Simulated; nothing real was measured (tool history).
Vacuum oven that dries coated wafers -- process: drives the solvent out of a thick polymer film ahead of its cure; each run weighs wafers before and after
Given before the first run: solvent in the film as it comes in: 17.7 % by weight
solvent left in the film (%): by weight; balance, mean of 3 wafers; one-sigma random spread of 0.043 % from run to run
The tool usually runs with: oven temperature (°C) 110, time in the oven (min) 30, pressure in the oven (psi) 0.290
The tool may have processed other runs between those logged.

run    day  oven temperature (°C)  time in the oven (min)  pressure in the oven (psi)  solvent left in the film (%)
  1  0.000                    110                      30                       0.290                          1.96
  2  0.900                    110                      30                       0.290                          2.05
  3  1.408                    110                      30                       0.290                          2.01
  4  2.125                    110                      30                       0.290                          2.00
  5  2.929                    110                      30                       0.290                          1.99
  6  3.683                    110                      30                       0.290                          1.93
  7  4.538                     95                      17                       0.434                          8.29
  8  5.396                    110                      23                       0.290                          2.57
  9  6.046                    102                      19                       0.174                          4.75
 10  6.750                    102                      19                       0.174                          4.59

Consider 3 possible next runs. They are alternatives, not a sequence: every one starts from the tool as it was left by run 10. What does each give?
  A  7.583                    110                      46                       0.403                             ?
  B  7.583                    110                      30                       0.761                             ?
  C  7.583                    104                      19                       0.174                             ?

run  solvent left in the film (%)
  A                          2.06
  B                          3.88
  C                          4.15
Stripped of hidden state, with their random variation kept, the same runs would have yielded:
run  solvent left in the film (%)
  A                          1.85
  B                          3.68
  C                          3.92

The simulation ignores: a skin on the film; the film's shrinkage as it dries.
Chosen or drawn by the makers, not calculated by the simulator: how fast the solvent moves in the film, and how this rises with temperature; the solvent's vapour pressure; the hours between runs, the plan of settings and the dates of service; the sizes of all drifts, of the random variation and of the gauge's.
